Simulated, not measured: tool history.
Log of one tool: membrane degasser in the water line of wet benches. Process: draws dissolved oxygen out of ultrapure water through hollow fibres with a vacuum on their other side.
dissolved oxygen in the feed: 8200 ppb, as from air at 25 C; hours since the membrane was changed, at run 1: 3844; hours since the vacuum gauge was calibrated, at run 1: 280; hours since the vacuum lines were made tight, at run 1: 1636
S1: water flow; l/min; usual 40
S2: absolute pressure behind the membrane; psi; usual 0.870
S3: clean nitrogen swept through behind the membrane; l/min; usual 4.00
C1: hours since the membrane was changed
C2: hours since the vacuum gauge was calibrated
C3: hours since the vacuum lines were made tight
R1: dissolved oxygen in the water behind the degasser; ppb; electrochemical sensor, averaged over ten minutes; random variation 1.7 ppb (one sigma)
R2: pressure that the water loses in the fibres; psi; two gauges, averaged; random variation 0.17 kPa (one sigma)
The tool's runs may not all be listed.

run    hour  S1     S2    S3    C1    C2    C3     R1     R2
  1     0.0  40  0.870  4.00  3844   280  1636  170.9  3.597
  2    79.1  40  0.870  4.00  3923   359  1715  172.9  3.640
  3   238.4  40  0.870  4.41  4082   518  1874  165.8  3.677
  4   401.4  40  0.804  4.00  4245   681  2037  160.4  3.649
  5   487.6  48  0.870  4.00  4331   768  2124  261.8  4.326
  6   575.5  48  0.870  4.00  4419   855  2212  260.3  4.366
  7   710.3  48  0.870  4.00  4554   990  2346  260.2  4.387
  8   791.3  48  0.870  4.00  4635  1071  2427  258.5  4.380
  9   941.5  48  0.870  4.00  4785  1221  2578  259.8  4.383
 10  1060.9  40  0.870  4.00  4905  1341  2697  169.8  3.646
 11  1131.9  40  2.089  4.00  4976  1412  2768  350.5  3.648
 12  1205.2  40  0.870  4.00  5049  1485  2841  169.2  3.645
 13  1333.8  40  0.870  4.00  5177  1614  2970  172.3  3.636
 14  1434.1  40  1.186  4.00  5278  1714  3070  219.3  3.653
 15  1551.5  40  1.186  4.00  5395  1831  3188  223.2  3.652
 16  1695.6  36  1.678  4.00  5539  1975  3332  250.6  3.301
 17  1854.5  40  0.893  4.00  5698  2134  3491  174.0  3.639
 18  1956.3  40  0.893  4.00  5800  2236  3592  174.1  3.630
 19  2101.7  59  1.233  6.42  5945  2382  3738  418.6  5.388
 20  2221.8  48  0.870  4.00  6065  2502  3858  257.1  4.353
 21  2338.3  48  0.870  4.00  6182  2618  3974  261.7  4.371
 22  2453.1  48  0.870  4.00  6297  2733  4089  258.8  4.348
 23  2617.8  48  0.870  4.00  6462  2898  4254  256.7  4.341
 24  2764.0  32  1.820  5.31  6608  3044  4400  179.1  2.923
 25  2929.3  32  1.820  5.31  6773  3209  4565  181.2  2.901
 26  3042.5  40  1.310  5.62  6886  3322  4679  201.6  3.652
     3109.7  -- vacuum gauge calibrated
 27  3124.2  33  0.537  4.00  6967    14  4760   65.2  2.988
 28  3232.0  33  0.537  4.00  7075   122  4868   63.9  3.037
 29  3344.3  33  0.537  4.00  7187   235  4980   64.5  3.001
 30  3487.6  40  0.970  6.42  7331   378  5123  157.0  3.632

Hidden state at the last listed run before each entry between runs and at the first one after, where it differs:
Between runs 26 and 27: vacuum gauge calibrated (hour 3109.7)
  no hidden state differs between the two runs

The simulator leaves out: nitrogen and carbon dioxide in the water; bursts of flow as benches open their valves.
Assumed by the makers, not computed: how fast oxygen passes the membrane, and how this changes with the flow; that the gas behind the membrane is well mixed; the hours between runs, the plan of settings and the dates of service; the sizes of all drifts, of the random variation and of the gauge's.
